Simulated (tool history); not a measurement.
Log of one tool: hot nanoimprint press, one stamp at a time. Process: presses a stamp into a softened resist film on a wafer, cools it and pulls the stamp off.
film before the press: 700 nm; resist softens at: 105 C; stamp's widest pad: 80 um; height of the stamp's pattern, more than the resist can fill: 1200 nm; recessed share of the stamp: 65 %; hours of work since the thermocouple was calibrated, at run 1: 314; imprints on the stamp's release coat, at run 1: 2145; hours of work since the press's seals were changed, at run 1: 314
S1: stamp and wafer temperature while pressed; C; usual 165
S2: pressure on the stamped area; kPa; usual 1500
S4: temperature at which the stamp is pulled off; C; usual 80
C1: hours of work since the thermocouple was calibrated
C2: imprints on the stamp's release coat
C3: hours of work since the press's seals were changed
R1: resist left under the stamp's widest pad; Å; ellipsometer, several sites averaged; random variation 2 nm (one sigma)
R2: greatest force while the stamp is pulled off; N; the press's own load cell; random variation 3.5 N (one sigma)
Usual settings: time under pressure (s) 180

run 1 hour=0.0 | S1=165 S2=1500 time_under_pressure_(s)=180 S4=80 | C1=314 C2=2145 C3=314 | R1=3496 R2=273
run 2 hour=49.7 | S1=165 S2=1500 time_under_pressure_(s)=180 S4=80 | C1=347 C2=2319 C3=347 | R1=3572 R2=269
-- hour=83.4 stamp cleaned and given a new release coat
run 3 hour=148.3 | S1=165 S2=1500 time_under_pressure_(s)=180 S4=80 | C1=406 C2=227 C3=406 | R1=3561 R2=183
run 4 hour=216.9 | S1=165 S2=1500 time_under_pressure_(s)=180 S4=80 | C1=451 C2=467 C3=451 | R1=3557 R2=188
run 5 hour=312.9 | S1=165 S2=1500 time_under_pressure_(s)=180 S4=80 | C1=513 C2=803 C3=513 | R1=3621 R2=210
-- hour=342.7 plate thermocouple calibrated
run 6 hour=367.9 | S1=165 S2=1500 time_under_pressure_(s)=180 S4=80 | C1=16 C2=985 C3=546 | R1=3731 R2=216
run 7 hour=452.0 | S1=166 S2=1500 time_under_pressure_(s)=180 S4=80 | C1=71 C2=1279 C3=601 | R1=3552 R2=234
run 8 hour=512.3 | S1=166 S2=1500 time_under_pressure_(s)=180 S4=80 | C1=110 C2=1490 C3=640 | R1=3618 R2=252
run 9 hour=584.7 | S1=166 S2=930 time_under_pressure_(s)=180 S4=80 | C1=156 C2=1743 C3=686 | R1=4309 R2=251
run 10 hour=628.8 | S1=165 S2=1500 time_under_pressure_(s)=180 S4=80 | C1=185 C2=1897 C3=715 | R1=3861 R2=257
run 11 hour=682.5 | S1=165 S2=1500 time_under_pressure_(s)=180 S4=80 | C1=220 C2=2085 C3=750 | R1=3859 R2=266
run 12 hour=723.8 | S1=165 S2=1500 time_under_pressure_(s)=180 S4=80 | C1=246 C2=2230 C3=776 | R1=3913 R2=281
-- hour=740.4 press's hydraulic seals changed and the load cell set to zero
-- hour=789.0 plate thermocouple calibrated, once more
-- hour=795.0 stamp cleaned and given a new release coat
run 13 hour=831.5 | S1=165 S2=1500 time_under_pressure_(s)=180 S4=80 | C1=24 C2=128 C3=53 | R1=3350 R2=169
run 14 hour=925.8 | S1=165 S2=1500 time_under_pressure_(s)=180 S4=80 | C1=84 C2=458 C3=114 | R1=3380 R2=191
run 15 hour=1011.9 | S1=174 S2=1500 time_under_pressure_(s)=180 S4=80 | C1=140 C2=759 C3=170 | R1=1974 R2=201
run 16 hour=1064.5 | S1=174 S2=1500 time_under_pressure_(s)=180 S4=80 | C1=174 C2=943 C3=204 | R1=1976 R2=208
run 17 hour=1123.3 | S1=174 S2=1500 time_under_pressure_(s)=180 S4=80 | C1=212 C2=1149 C3=242 | R1=1987 R2=219
run 18 hour=1200.0 | S1=156 S2=1500 time_under_pressure_(s)=180 S4=72 | C1=262 C2=1417 C3=291 | R1=5379 R2=279
run 19 hour=1268.8 | S1=156 S2=1500 time_under_pressure_(s)=180 S4=72 | C1=306 C2=1658 C3=336 | R1=5413 R2=284
run 20 hour=1320.4 | S1=156 S2=1500 time_under_pressure_(s)=188 S4=66 | C1=339 C2=1838 C3=369 | R1=5427 R2=323
run 21 hour=1416.9 | S1=159 S2=2370 time_under_pressure_(s)=166 S4=86 | C1=402 C2=2176 C3=431 | R1=4360 R2=224
-- hour=1488.0 stamp cleaned and given a new release coat
run 22 hour=1489.8 | S1=159 S2=2370 time_under_pressure_(s)=166 S4=86 | C1=445 C2=7 C3=475 | R1=4396 R2=147
run 23 hour=1573.3 | S1=159 S2=2370 time_under_pressure_(s)=166 S4=86 | C1=499 C2=299 C3=528 | R1=4470 R2=161
run 24 hour=1617.7 | S1=159 S2=2370 time_under_pressure_(s)=166 S4=86 | C1=528 C2=454 C3=557 | R1=4414 R2=168
-- hour=1625.5 plate thermocouple calibrated
run 25 hour=1661.7 | S1=159 S2=2130 time_under_pressure_(s)=166 S4=67 | C1=23 C2=598 C3=584 | R1=4228 R2=262
run 26 hour=1743.2 | S1=159 S2=2130 time_under_pressure_(s)=166 S4=67 | C1=76 C2=883 C3=636 | R1=4307 R2=269
run 27 hour=1832.1 | S1=177 S2=1500 time_under_pressure_(s)=180 S4=80 | C1=133 C2=1193 C3=694 | R1=1639 R2=222
run 28 hour=1918.0 | S1=167 S2=1920 time_under_pressure_(s)=259 S4=81 | C1=189 C2=1494 C3=749 | R1=2352 R2=226
-- hour=1977.5 press's hydraulic seals changed and the load cell set to zero
run 29 hour=1995.3 | S1=165 S2=1960 time_under_pressure_(s)=180 S4=80 | C1=234 C2=1736 C3=12 | R1=2970 R2=231

Forecast each of these 3 alternatives for the next run:
run A hour=2077.2 | S1=165 S2=1960 time_under_pressure_(s)=180 S4=82 | C1=287 C2=2023 C3=64 | R1=? R2=?
run B hour=2077.2 | S1=165 S2=1960 time_under_pressure_(s)=180 S4=83 | C1=287 C2=2023 C3=64 | R1=? R2=?
run C hour=2077.2 | S1=165 S2=1500 time_under_pressure_(s)=180 S4=68 | C1=287 C2=2023 C3=64 | R1=? R2=?

run=A R1=3023 R2=235
run=B R1=3006 R2=235
run=C R1=3429 R2=324
Without the tool's hidden state the same runs would have given:
run=A R1=2931 R2=156
run=B R1=2915 R2=156
run=C R1=3335 R2=217
